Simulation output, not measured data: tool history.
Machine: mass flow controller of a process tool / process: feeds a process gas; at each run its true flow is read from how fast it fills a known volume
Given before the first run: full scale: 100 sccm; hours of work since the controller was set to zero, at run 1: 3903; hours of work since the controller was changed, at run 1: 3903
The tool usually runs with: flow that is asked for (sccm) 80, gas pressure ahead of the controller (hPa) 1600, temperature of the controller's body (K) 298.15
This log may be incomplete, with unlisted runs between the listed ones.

| run | hour | flow that is asked for (sccm) | gas pressure ahead of the controller (hPa) | temperature of the controller's body (K) | hours of work since the controller was set to zero | hours of work since the controller was changed | true flow (%) |
|---|---|---|---|---|---|---|---|
| 1 | 0.0 | 80 | 1600 | 298.15 | 3903 | 3903 | 103.09 |
| 2 | 87.0 | 80 | 1600 | 298.15 | 3943 | 3943 | 103.17 |
| 3 | 201.8 | 80 | 1600 | 298.15 | 3995 | 3995 | 103.18 |
| 4 | 281.2 | 80 | 1600 | 298.15 | 4031 | 4031 | 103.19 |
| 5 | 339.1 | 80 | 2070 | 298.15 | 4058 | 4058 | 103.03 |
| 6 | 433.0 | 80 | 2070 | 298.15 | 4101 | 4101 | 102.94 |
| 7 | 511.5 | 80 | 1600 | 298.15 | 4136 | 4136 | 103.20 |
| 8 | 624.0 | 80 | 1600 | 298.15 | 4188 | 4188 | 103.27 |
| 9 | 702.0 | 80 | 1600 | 301.15 | 4223 | 4223 | 103.17 |
| 10 | 764.1 | 80 | 1600 | 301.15 | 4252 | 4252 | 103.21 |
| 11 | 867.3 | 80 | 1600 | 301.15 | 4299 | 4299 | 103.28 |
| 12 | 972.8 | 80 | 1600 | 301.15 | 4347 | 4347 | 103.29 |
| 13 | 1064.0 | 80 | 1600 | 301.15 | 4389 | 4389 | 103.36 |
| 14 | 1124.1 | 80 | 1600 | 301.15 | 4416 | 4416 | 103.31 |
|  | 1135.6 | controller's zero set anew |
| 15 | 1241.4 | 80 | 1600 | 301.15 | 48 | 4469 | 103.57 |
| 16 | 1297.3 | 80 | 1600 | 301.15 | 74 | 4495 | 103.87 |
| 17 | 1346.1 | 80 | 1600 | 301.15 | 96 | 4517 | 103.75 |
| 18 | 1441.8 | 80 | 1600 | 298.15 | 140 | 4561 | 103.98 |
| 19 | 1514.1 | 21 | 1600 | 298.15 | 173 | 4594 | 107.30 |
| 20 | 1576.4 | 21 | 1600 | 298.15 | 201 | 4622 | 107.32 |
| 21 | 1642.3 | 21 | 1600 | 298.15 | 231 | 4652 | 107.51 |
|  | 1682.5 | controller's zero set anew, once more |
| 22 | 1731.6 | 21 | 1600 | 298.15 | 22 | 4693 | 101.01 |
| 23 | 1833.2 | 21 | 1600 | 298.15 | 69 | 4739 | 101.04 |
| 24 | 1913.3 | 21 | 1600 | 298.15 | 105 | 4776 | 101.21 |
| 25 | 1981.9 | 22 | 1600 | 309.15 | 137 | 4807 | 100.82 |

Run 26 has not been measured yet. What should we expect?
| 26 | 2065.9 | 80 | 1600 | 306.15 | 175 | 4845 | ? |

{"run 26": {"true flow (%)": 102.22}}
The same run, on a tool lacking any hidden state, would have yielded true flow (%) 99.41.
